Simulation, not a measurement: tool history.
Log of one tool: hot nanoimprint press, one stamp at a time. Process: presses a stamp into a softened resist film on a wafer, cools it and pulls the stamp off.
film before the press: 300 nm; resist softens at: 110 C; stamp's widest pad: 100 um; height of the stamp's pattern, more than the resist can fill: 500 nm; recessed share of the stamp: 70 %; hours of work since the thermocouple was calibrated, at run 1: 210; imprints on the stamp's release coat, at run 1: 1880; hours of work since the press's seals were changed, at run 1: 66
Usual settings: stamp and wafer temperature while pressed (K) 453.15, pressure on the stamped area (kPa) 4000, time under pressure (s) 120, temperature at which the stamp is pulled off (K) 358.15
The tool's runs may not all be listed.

| run | hour | stamp and wafer temperature while pressed (K) | pressure on the stamped area (kPa) | time under pressure (s) | temperature at which the stamp is pulled off (K) | hours of work since the thermocouple was calibrated | imprints on the stamp's release coat | hours of work since the press's seals were changed | resist left under the stamp's widest pad (angstrom) | greatest force while the stamp is pulled off (N) |
|---|---|---|---|---|---|---|---|---|---|---|
| 1 | 0.0 | 453.15 | 4000 | 120 | 358.15 | 210 | 1880 | 66 | 1724 | 331 |
| 2 | 5.9 | 453.15 | 4000 | 120 | 358.15 | 214 | 1902 | 70 | 1719 | 338 |
| 3 | 12.9 | 453.15 | 4000 | 120 | 358.15 | 219 | 1928 | 75 | 1737 | 332 |
| 4 | 21.2 | 453.15 | 4000 | 120 | 358.15 | 224 | 1959 | 80 | 1749 | 346 |
| 5 | 29.9 | 453.15 | 4000 | 120 | 358.15 | 230 | 1991 | 86 | 1714 | 331 |
| 6 | 40.4 | 453.15 | 4000 | 120 | 358.15 | 237 | 2030 | 93 | 1743 | 348 |
| 7 | 48.7 | 453.15 | 4000 | 120 | 358.15 | 242 | 2061 | 98 | 1738 | 356 |
| 8 | 58.0 | 453.15 | 4000 | 120 | 358.15 | 248 | 2096 | 104 | 1739 | 351 |
| 9 | 69.3 | 453.15 | 4000 | 120 | 358.15 | 256 | 2138 | 112 | 1733 | 357 |
| 10 | 80.2 | 453.15 | 4000 | 120 | 358.15 | 263 | 2178 | 119 | 1730 | 352 |
| 11 | 92.8 | 453.15 | 4000 | 120 | 358.15 | 271 | 2225 | 127 | 1733 | 355 |
| 12 | 106.3 | 453.15 | 4000 | 120 | 358.15 | 280 | 2275 | 136 | 1752 | 362 |
| 13 | 119.4 | 461.15 | 4320 | 171 | 351.15 | 288 | 2324 | 144 | 1167 | 379 |
| 14 | 130.1 | 453.15 | 4000 | 187 | 358.15 | 295 | 2363 | 151 | 1542 | 365 |
| 15 | 142.2 | 458.15 | 5630 | 187 | 346.15 | 303 | 2408 | 159 | 1069 | 395 |
| 16 | 152.1 | 450.15 | 3360 | 190 | 361.15 | 310 | 2445 | 166 | 1846 | 362 |
|  | 162.3 | stamp cleaned and given a new release coat |
| 17 | 171.4 | 450.15 | 3360 | 190 | 361.15 | 318 | 34 | 174 | 1841 | 206 |
| 18 | 182.5 | 453.15 | 3990 | 208 | 344.15 | 326 | 75 | 182 | 1486 | 225 |
| 19 | 195.6 | 453.15 | 3990 | 208 | 344.15 | 334 | 124 | 190 | 1495 | 226 |
| 20 | 201.8 | 453.15 | 2400 | 124 | 361.15 | 338 | 147 | 194 | 2165 | 199 |
| 21 | 213.9 | 453.15 | 2400 | 124 | 361.15 | 346 | 192 | 202 | 2184 | 215 |
| 22 | 227.6 | 443.15 | 2950 | 120 | 352.15 | 355 | 243 | 211 | 2520 | 230 |
| 23 | 235.4 | 443.15 | 2950 | 120 | 352.15 | 360 | 272 | 216 | 2548 | 225 |
| 24 | 241.4 | 453.15 | 4890 | 120 | 358.15 | 364 | 294 | 220 | 1586 | 215 |

Forecast each of these 5 alternatives for the next run:
| A | 247.6 | 451.15 | 4890 | 110 | 358.15 | 368 | 317 | 224 | ? | ? |
| B | 247.6 | 453.15 | 2720 | 64 | 345.15 | 368 | 317 | 224 | ? | ? |
| C | 247.6 | 458.15 | 4000 | 120 | 358.15 | 368 | 317 | 224 | ? | ? |
| D | 247.6 | 455.15 | 3650 | 84 | 358.15 | 368 | 317 | 224 | ? | ? |
| E | 247.6 | 454.15 | 5950 | 120 | 358.15 | 368 | 317 | 224 | ? | ? |

| run | resist left under the stamp's widest pad (angstrom) | greatest force while the stamp is pulled off (N) |
|---|---|---|
| A | 1748 | 217 |
| B | 2374 | 243 |
| C | 1527 | 227 |
| D | 1913 | 222 |
| E | 1393 | 221 |
Without the tool's hidden state the same runs would have given:
| run | resist left under the stamp's widest pad (angstrom) | greatest force while the stamp is pulled off (N) |
|---|---|---|
| A | 1654 | 195 |
| B | 2302 | 219 |
| C | 1449 | 204 |
| D | 1829 | 199 |
| E | 1309 | 198 |
